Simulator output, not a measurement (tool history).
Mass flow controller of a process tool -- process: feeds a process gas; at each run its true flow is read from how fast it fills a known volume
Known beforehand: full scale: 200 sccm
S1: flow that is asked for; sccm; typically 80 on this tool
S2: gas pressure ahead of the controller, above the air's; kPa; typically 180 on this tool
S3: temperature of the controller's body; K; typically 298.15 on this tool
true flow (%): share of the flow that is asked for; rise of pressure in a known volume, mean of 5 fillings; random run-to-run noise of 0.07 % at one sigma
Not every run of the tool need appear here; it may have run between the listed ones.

{"run": 1, "hour": 0.0, "S1": 80, "S2": 180, "S3": 298.15, "true flow (%)": 99.8}
{"run": 2, "hour": 117.0, "S1": 80, "S2": 180, "S3": 297.15, "true flow (%)": 99.92}
{"run": 3, "hour": 235.1, "S1": 80, "S2": 180, "S3": 297.15, "true flow (%)": 100.04}
{"run": 4, "hour": 345.0, "S1": 80, "S2": 180, "S3": 297.15, "true flow (%)": 99.95}
{"run": 5, "hour": 440.6, "S1": 80, "S2": 180, "S3": 298.15, "true flow (%)": 99.94}
{"run": 6, "hour": 526.8, "S1": 80, "S2": 265, "S3": 298.15, "true flow (%)": 100.69}
{"run": 7, "hour": 576.5, "S1": 80, "S2": 265, "S3": 298.15, "true flow (%)": 100.71}
{"run": 8, "hour": 627.3, "S1": 80, "S2": 265, "S3": 305.15, "true flow (%)": 99.97}
{"run": 9, "hour": 733.9, "S1": 80, "S2": 265, "S3": 305.15, "true flow (%)": 99.95}
{"run": 10, "hour": 828.1, "S1": 80, "S2": 265, "S3": 305.15, "true flow (%)": 99.98}
{"run": 11, "hour": 912.5, "S1": 80, "S2": 180, "S3": 298.15, "true flow (%)": 100.12}
{"run": 12, "hour": 995.5, "S1": 183, "S2": 180, "S3": 298.15, "true flow (%)": 100.73}
{"run": 13, "hour": 1100.8, "S1": 183, "S2": 145, "S3": 298.15, "true flow (%)": 100.54}
{"run": 14, "hour": 1179.1, "S1": 80, "S2": 180, "S3": 308.15, "true flow (%)": 99.06}
{"run": 15, "hour": 1261.5, "S1": 80, "S2": 210, "S3": 298.15, "true flow (%)": 100.21}
{"run": 16, "hour": 1373.0, "S1": 80, "S2": 210, "S3": 298.15, "true flow (%)": 100.44}
{"run": 17, "hour": 1464.5, "S1": 57, "S2": 180, "S3": 298.15, "true flow (%)": 100.24}
{"run": 18, "hour": 1541.6, "S1": 39, "S2": 180, "S3": 298.15, "true flow (%)": 100.65}
{"run": 19, "hour": 1620.2, "S1": 39, "S2": 180, "S3": 302.15, "true flow (%)": 100.16}
{"run": 20, "hour": 1723.2, "S1": 26, "S2": 183, "S3": 304.15, "true flow (%)": 100.61}
{"run": 21, "hour": 1827.6, "S1": 63, "S2": 191, "S3": 304.15, "true flow (%)": 99.93}
{"run": 22, "hour": 1910.7, "S1": 80, "S2": 202, "S3": 307.15, "true flow (%)": 99.75}
{"run": 23, "hour": 1989.0, "S1": 27, "S2": 240, "S3": 301.15, "true flow (%)": 101.44}
{"run": 24, "hour": 2048.3, "S1": 27, "S2": 240, "S3": 301.15, "true flow (%)": 101.44}
{"run": 25, "hour": 2120.4, "S1": 73, "S2": 176, "S3": 295.15, "true flow (%)": 100.71}
{"run": 26, "hour": 2196.6, "S1": 82, "S2": 217, "S3": 310.15, "true flow (%)": 99.52}
{"run": 27, "hour": 2265.5, "S1": 80, "S2": 169, "S3": 297.15, "true flow (%)": 100.45}
{"run": 28, "hour": 2320.1, "S1": 35, "S2": 162, "S3": 297.15, "true flow (%)": 101.07}
{"run": 29, "hour": 2375.5, "S1": 36, "S2": 144, "S3": 304.15, "true flow (%)": 100.08}
{"run": 30, "hour": 2424.1, "S1": 36, "S2": 144, "S3": 304.15, "true flow (%)": 100.12}
{"run": 31, "hour": 2521.2, "S1": 36, "S2": 144, "S3": 304.15, "true flow (%)": 100.23}
{"run": 32, "hour": 2618.0, "S1": 26, "S2": 158, "S3": 294.15, "true flow (%)": 102.06}
{"run": 33, "hour": 2672.0, "S1": 26, "S2": 158, "S3": 294.15, "true flow (%)": 101.99}
{"run": 34, "hour": 2788.4, "S1": 105, "S2": 152, "S3": 294.15, "true flow (%)": 100.84}
{"run": 35, "hour": 2875.5, "S1": 105, "S2": 152, "S3": 294.15, "true flow (%)": 101.02}
{"run": 36, "hour": 2959.1, "S1": 105, "S2": 152, "S3": 294.15, "true flow (%)": 100.94}

What if the next run were any one of these 5? Each begins from the tool's condition after run 36:
{"run": "A", "hour": 3047.5, "S1": 105, "S2": 151, "S3": 306.15, "true flow (%)": "?"}
{"run": "B", "hour": 3047.5, "S1": 80, "S2": 274, "S3": 300.15, "true flow (%)": "?"}
{"run": "C", "hour": 3047.5, "S1": 105, "S2": 153, "S3": 308.15, "true flow (%)": "?"}
{"run": "D", "hour": 3047.5, "S1": 105, "S2": 152, "S3": 302.15, "true flow (%)": "?"}
{"run": "E", "hour": 3047.5, "S1": 105, "S2": 203, "S3": 301.15, "true flow (%)": "?"}

run=A true_flow_(%)=99.79
run=B true_flow_(%)=101.23
run=C true_flow_(%)=99.52
run=D true_flow_(%)=100.25
run=E true_flow_(%)=100.72
Without the tool's hidden state the same runs would have given:
run=A true_flow_(%)=97.91
run=B true_flow_(%)=99.16
run=C true_flow_(%)=97.65
run=D true_flow_(%)=98.38
run=E true_flow_(%)=98.85

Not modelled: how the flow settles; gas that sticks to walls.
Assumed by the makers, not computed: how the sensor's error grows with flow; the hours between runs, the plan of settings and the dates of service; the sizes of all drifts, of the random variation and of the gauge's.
